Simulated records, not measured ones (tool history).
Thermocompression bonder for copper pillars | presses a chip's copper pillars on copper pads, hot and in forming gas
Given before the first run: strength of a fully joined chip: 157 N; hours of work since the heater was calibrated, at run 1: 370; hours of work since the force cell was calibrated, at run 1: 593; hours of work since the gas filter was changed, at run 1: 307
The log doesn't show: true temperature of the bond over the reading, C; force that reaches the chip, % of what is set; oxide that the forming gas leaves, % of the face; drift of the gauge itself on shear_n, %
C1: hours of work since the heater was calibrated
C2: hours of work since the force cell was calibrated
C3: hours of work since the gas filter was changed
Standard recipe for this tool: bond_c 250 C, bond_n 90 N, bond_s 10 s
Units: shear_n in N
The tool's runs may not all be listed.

run 1 hour=0 | bond_c=250 bond_n=90 bond_s=10 | C1=370 C2=593 C3=307 | shear_n=67.3
run 2 hour=24.6 | bond_c=250 bond_n=90 bond_s=10 | C1=385 C2=608 C3=322 | shear_n=67.5
run 3 hour=42.9 | bond_c=250 bond_n=90 bond_s=10 | C1=396 C2=619 C3=333 | shear_n=65.7
run 4 hour=65.1 | bond_c=250 bond_n=90 bond_s=10 | C1=409 C2=632 C3=346 | shear_n=66.5
run 5 hour=98.8 | bond_c=250 bond_n=90 bond_s=13 | C1=429 C2=652 C3=366 | shear_n=73.2
run 6 hour=133 | bond_c=242 bond_n=89 bond_s=12 | C1=449 C2=673 C3=387 | shear_n=63.5
-- hour=137.2 heater calibrated with a thermocouple chip
run 7 hour=166.1 | bond_c=242 bond_n=89 bond_s=12 | C1=17 C2=691 C3=405 | shear_n=61.3
run 8 hour=189 | bond_c=242 bond_n=89 bond_s=12 | C1=31 C2=705 C3=419 | shear_n=61.8
run 9 hour=211.1 | bond_c=238 bond_n=87 bond_s=30 | C1=44 C2=718 C3=432 | shear_n=80.7
run 10 hour=227.7 | bond_c=238 bond_n=87 bond_s=30 | C1=54 C2=728 C3=442 | shear_n=79.9

Consider 3 possible next runs. They are alternatives, not a sequence: every one starts from the tool as it was left by run 10. What does each give?
-- hour=233.2 forming gas filter changed
-- hour=250.3 heater calibrated with a thermocouple chip, once more
-- hour=253.9 force cell calibrated
run A hour=262.6 | bond_c=278 bond_n=87 bond_s=30 | C1=6 C2=5 C3=15 | shear_n=?
-- hour=233.2 forming gas filter changed
-- hour=250.3 heater calibrated with a thermocouple chip, once more
-- hour=253.9 force cell calibrated
run B hour=262.6 | bond_c=228 bond_n=96 bond_s=18 | C1=6 C2=5 C3=15 | shear_n=?
-- hour=233.2 forming gas filter changed
-- hour=250.3 heater calibrated with a thermocouple chip, once more
-- hour=253.9 force cell calibrated
run C hour=262.6 | bond_c=238 bond_n=57 bond_s=30 | C1=6 C2=5 C3=15 | shear_n=?

run=A shear_n=124.7
run=B shear_n=72.8
run=C shear_n=73.2
Without the tool's hidden state the same runs would have given:
run=A shear_n=125.4
run=B shear_n=73.3
run=C shear_n=73.7
